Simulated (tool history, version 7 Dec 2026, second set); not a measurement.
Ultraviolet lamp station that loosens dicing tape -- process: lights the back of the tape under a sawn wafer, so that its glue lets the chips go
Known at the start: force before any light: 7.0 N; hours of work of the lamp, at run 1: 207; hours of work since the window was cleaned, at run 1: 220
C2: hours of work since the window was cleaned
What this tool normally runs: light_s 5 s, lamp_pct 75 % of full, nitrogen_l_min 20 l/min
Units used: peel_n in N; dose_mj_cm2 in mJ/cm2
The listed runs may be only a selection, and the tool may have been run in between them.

run 1 hour=0.0 | light_s=5 lamp_pct=75 nitrogen_l_min=20 | hours_of_work_of_the_lamp=207 C2=220 | peel_n=0.323 dose_mj_cm2=395
run 2 hour=31.0 | light_s=5 lamp_pct=75 nitrogen_l_min=20 | hours_of_work_of_the_lamp=229 C2=241 | peel_n=0.321 dose_mj_cm2=395
run 3 hour=93.2 | light_s=5 lamp_pct=75 nitrogen_l_min=20 | hours_of_work_of_the_lamp=272 C2=284 | peel_n=0.318 dose_mj_cm2=392
run 4 hour=162.1 | light_s=5 lamp_pct=75 nitrogen_l_min=20 | hours_of_work_of_the_lamp=320 C2=332 | peel_n=0.328 dose_mj_cm2=376
run 5 hour=226.1 | light_s=5 lamp_pct=75 nitrogen_l_min=20 | hours_of_work_of_the_lamp=364 C2=377 | peel_n=0.333 dose_mj_cm2=380
run 6 hour=293.1 | light_s=5 lamp_pct=75 nitrogen_l_min=20 | hours_of_work_of_the_lamp=411 C2=423 | peel_n=0.341 dose_mj_cm2=373
-- hour=301.4 window cleaned of glue's vapour
run 7 hour=332.8 | light_s=5 lamp_pct=75 nitrogen_l_min=20 | hours_of_work_of_the_lamp=438 C2=22 | peel_n=0.307 dose_mj_cm2=396
run 8 hour=363.4 | light_s=5 lamp_pct=75 nitrogen_l_min=20 | hours_of_work_of_the_lamp=459 C2=43 | peel_n=0.312 dose_mj_cm2=398
run 9 hour=392.9 | light_s=5 lamp_pct=75 nitrogen_l_min=20 | hours_of_work_of_the_lamp=480 C2=64 | peel_n=0.305 dose_mj_cm2=392
run 10 hour=444.4 | light_s=5 lamp_pct=75 nitrogen_l_min=20 | hours_of_work_of_the_lamp=515 C2=99 | peel_n=0.316 dose_mj_cm2=386
run 11 hour=480.4 | light_s=5 lamp_pct=75 nitrogen_l_min=20 | hours_of_work_of_the_lamp=540 C2=124 | peel_n=0.319 dose_mj_cm2=390
run 12 hour=542.9 | light_s=3 lamp_pct=75 nitrogen_l_min=20 | hours_of_work_of_the_lamp=584 C2=168 | peel_n=0.934 dose_mj_cm2=225
run 13 hour=602.1 | light_s=3 lamp_pct=75 nitrogen_l_min=20 | hours_of_work_of_the_lamp=625 C2=209 | peel_n=0.954 dose_mj_cm2=225
run 14 hour=639.8 | light_s=5 lamp_pct=75 nitrogen_l_min=20 | hours_of_work_of_the_lamp=651 C2=235 | peel_n=0.371 dose_mj_cm2=369
run 15 hour=695.8 | light_s=5 lamp_pct=75 nitrogen_l_min=20 | hours_of_work_of_the_lamp=690 C2=274 | peel_n=0.359 dose_mj_cm2=366
run 16 hour=761.2 | light_s=5 lamp_pct=68 nitrogen_l_min=20 | hours_of_work_of_the_lamp=735 C2=319 | peel_n=0.443 dose_mj_cm2=334
run 17 hour=816.7 | light_s=5 lamp_pct=68 nitrogen_l_min=20 | hours_of_work_of_the_lamp=774 C2=358 | peel_n=0.463 dose_mj_cm2=323
run 18 hour=887.7 | light_s=5 lamp_pct=90 nitrogen_l_min=20 | hours_of_work_of_the_lamp=823 C2=407 | peel_n=0.272 dose_mj_cm2=425
-- hour=917.3 window cleaned of glue's vapour
run 19 hour=935.4 | light_s=5 lamp_pct=90 nitrogen_l_min=20 | hours_of_work_of_the_lamp=856 C2=13 | peel_n=0.239 dose_mj_cm2=452
run 20 hour=983.1 | light_s=2 lamp_pct=95 nitrogen_l_min=9 | hours_of_work_of_the_lamp=889 C2=46 | peel_n=1.797 dose_mj_cm2=190
run 21 hour=1051.4 | light_s=2 lamp_pct=95 nitrogen_l_min=9 | hours_of_work_of_the_lamp=937 C2=93 | peel_n=1.898 dose_mj_cm2=181
run 22 hour=1090.5 | light_s=5 lamp_pct=78 nitrogen_l_min=11 | hours_of_work_of_the_lamp=964 C2=120 | peel_n=0.485 dose_mj_cm2=380
run 23 hour=1132.2 | light_s=4 lamp_pct=99 nitrogen_l_min=17 | hours_of_work_of_the_lamp=993 C2=149 | peel_n=0.374 dose_mj_cm2=379
run 24 hour=1188.7 | light_s=4 lamp_pct=84 nitrogen_l_min=17 | hours_of_work_of_the_lamp=1032 C2=188 | peel_n=0.552 dose_mj_cm2=325
run 25 hour=1236.4 | light_s=4 lamp_pct=84 nitrogen_l_min=17 | hours_of_work_of_the_lamp=1065 C2=222 | peel_n=0.547 dose_mj_cm2=312
run 26 hour=1267.4 | light_s=4 lamp_pct=99 nitrogen_l_min=8 | hours_of_work_of_the_lamp=1087 C2=243 | peel_n=0.618 dose_mj_cm2=371
run 27 hour=1298.4 | light_s=6 lamp_pct=76 nitrogen_l_min=8 | hours_of_work_of_the_lamp=1108 C2=265 | peel_n=0.477 dose_mj_cm2=419
run 28 hour=1355.0 | light_s=6 lamp_pct=76 nitrogen_l_min=8 | hours_of_work_of_the_lamp=1147 C2=304 | peel_n=0.494 dose_mj_cm2=415
run 29 hour=1395.5 | light_s=6 lamp_pct=69 nitrogen_l_min=39 | hours_of_work_of_the_lamp=1175 C2=332 | peel_n=0.272 dose_mj_cm2=374
run 30 hour=1457.6 | light_s=6 lamp_pct=75 nitrogen_l_min=36 | hours_of_work_of_the_lamp=1219 C2=375 | peel_n=0.239 dose_mj_cm2=401
run 31 hour=1519.2 | light_s=3 lamp_pct=95 nitrogen_l_min=7 | hours_of_work_of_the_lamp=1261 C2=418 | peel_n=1.332 dose_mj_cm2=259
-- hour=1534.4 window cleaned of glue's vapour
run 32 hour=1579.4 | light_s=2 lamp_pct=75 nitrogen_l_min=7 | hours_of_work_of_the_lamp=1303 C2=31 | peel_n=2.791 dose_mj_cm2=142
run 33 hour=1638.7 | light_s=2 lamp_pct=75 nitrogen_l_min=30 | hours_of_work_of_the_lamp=1344 C2=72 | peel_n=1.717 dose_mj_cm2=139

Predict each of these 5 candidate next runs independently; none follows another, all start after run 33:
run A hour=1695.5 | light_s=2 lamp_pct=66 nitrogen_l_min=30 | hours_of_work_of_the_lamp=1383 C2=112 | peel_n=? dose_mj_cm2=?
run B hour=1695.5 | light_s=5 lamp_pct=75 nitrogen_l_min=7 | hours_of_work_of_the_lamp=1383 C2=112 | peel_n=? dose_mj_cm2=?
run C hour=1695.5 | light_s=3 lamp_pct=69 nitrogen_l_min=30 | hours_of_work_of_the_lamp=1383 C2=112 | peel_n=? dose_mj_cm2=?
run D hour=1695.5 | light_s=5 lamp_pct=76 nitrogen_l_min=20 | hours_of_work_of_the_lamp=1383 C2=112 | peel_n=? dose_mj_cm2=?
run E hour=1695.5 | light_s=5 lamp_pct=89 nitrogen_l_min=9 | hours_of_work_of_the_lamp=1383 C2=112 | peel_n=? dose_mj_cm2=?

run=A peel_n=2.123 dose_mj_cm2=119
run=B peel_n=0.790 dose_mj_cm2=336
run=C peel_n=1.095 dose_mj_cm2=184
run=D peel_n=0.410 dose_mj_cm2=344
run=E peel_n=0.498 dose_mj_cm2=406
Stripped of hidden state, with their random variation kept, the same runs would have yielded:
run=A peel_n=1.581 dose_mj_cm2=150
run=B peel_n=0.503 dose_mj_cm2=423
run=C peel_n=0.722 dose_mj_cm2=232
run=D peel_n=0.265 dose_mj_cm2=433
run=E peel_n=0.315 dose_mj_cm2=509
